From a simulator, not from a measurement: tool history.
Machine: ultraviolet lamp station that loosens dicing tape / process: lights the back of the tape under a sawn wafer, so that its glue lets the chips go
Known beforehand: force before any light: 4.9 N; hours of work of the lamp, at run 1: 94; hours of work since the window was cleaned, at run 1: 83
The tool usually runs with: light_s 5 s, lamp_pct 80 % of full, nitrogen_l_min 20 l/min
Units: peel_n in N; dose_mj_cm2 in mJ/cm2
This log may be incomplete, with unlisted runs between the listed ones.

run,day,light_s,lamp_pct,nitrogen_l_min,hours of work of the lamp,hours of work since the window was cleaned,peel_n,dose_mj_cm2
1,0,5,80,20,94,83,0.283,458
2,0.854,5,80,7,103,92,0.556,458
3,1.8,2,80,7,113,102,1.838,182
4,2.629,2,80,7,121,111,1.829,179
5,3.071,5,80,33,126,115,0.251,457
6,3.721,5,80,33,133,122,0.236,451
7,4.396,5,97,20,140,129,0.241,550
8,5.192,5,80,20,148,138,0.292,453
9,5.858,6,80,20,155,145,0.228,536
10,6.596,6,80,20,163,152,0.237,537
11,7.438,3,80,20,172,161,0.701,268
12,8.321,3,80,20,181,170,0.684,266
13,8.717,3,80,20,185,175,0.696,269
14,9.55,3,80,20,194,183,0.693,267
15,10.096,4,80,20,199,189,0.452,358
16,10.854,5,80,20,207,197,0.307,446
17,11.5,5,80,20,214,204,0.303,447
18,12.083,5,80,20,220,210,0.312,444
19,12.621,5,80,20,226,215,0.305,443
20,13.554,5,80,22,236,225,0.298,441
21,14.5,5,80,20,245,235,0.328,439
22,15.258,5,80,20,253,243,0.305,434
23,15.917,5,77,7,260,250,0.647,418
24,16.429,5,94,29,266,255,0.226,510
25,16.938,5,94,16,271,261,0.272,508
26,17.492,5,94,16,277,266,0.291,510
27,18.05,4,62,35,283,272,0.529,271
28,18.667,3,62,6,289,279,1.82,204
29,19.554,3,62,6,298,288,1.764,207
30,20.429,4,92,28,308,297,0.302,396
31,21.108,6,96,16,315,304,0.234,622
32,21.771,6,96,16,322,311,0.224,623
33,22.196,6,96,18,326,316,0.211,612
34,22.662,5,66,28,331,321,0.373,352
35,23.158,5,66,28,336,326,0.38,353
36,24.008,3,91,32,345,335,0.477,294
37,24.75,3,91,32,353,342,0.5,297
38,25.496,5,80,16,361,350,0.377,424
39,26.271,9,80,20,369,358,0.185,764
40,26.721,9,80,20,373,363,0.19,763
41,27.238,6,69,19,379,368,0.321,437
42,27.821,6,69,19,385,375,0.316,434
43,28.438,5,76,19,391,381,0.389,403
44,29.242,3,93,21,400,389,0.574,293

Forecast each of these 4 alternatives for the next run:
A,30.067,2,93,21,408,398,?,?
B,30.067,4,98,21,408,398,?,?
C,30.067,3,93,8,408,398,?,?
D,30.067,10,72,12,408,398,?,?

run,peel_n,dose_mj_cm2
A,1.12,192
B,0.332,405
C,1.008,291
D,0.206,753
Without the tool's unlogged condition, the same runs would have read:
run,peel_n,dose_mj_cm2
A,0.924,220
B,0.273,464
C,0.823,334
D,0.192,863
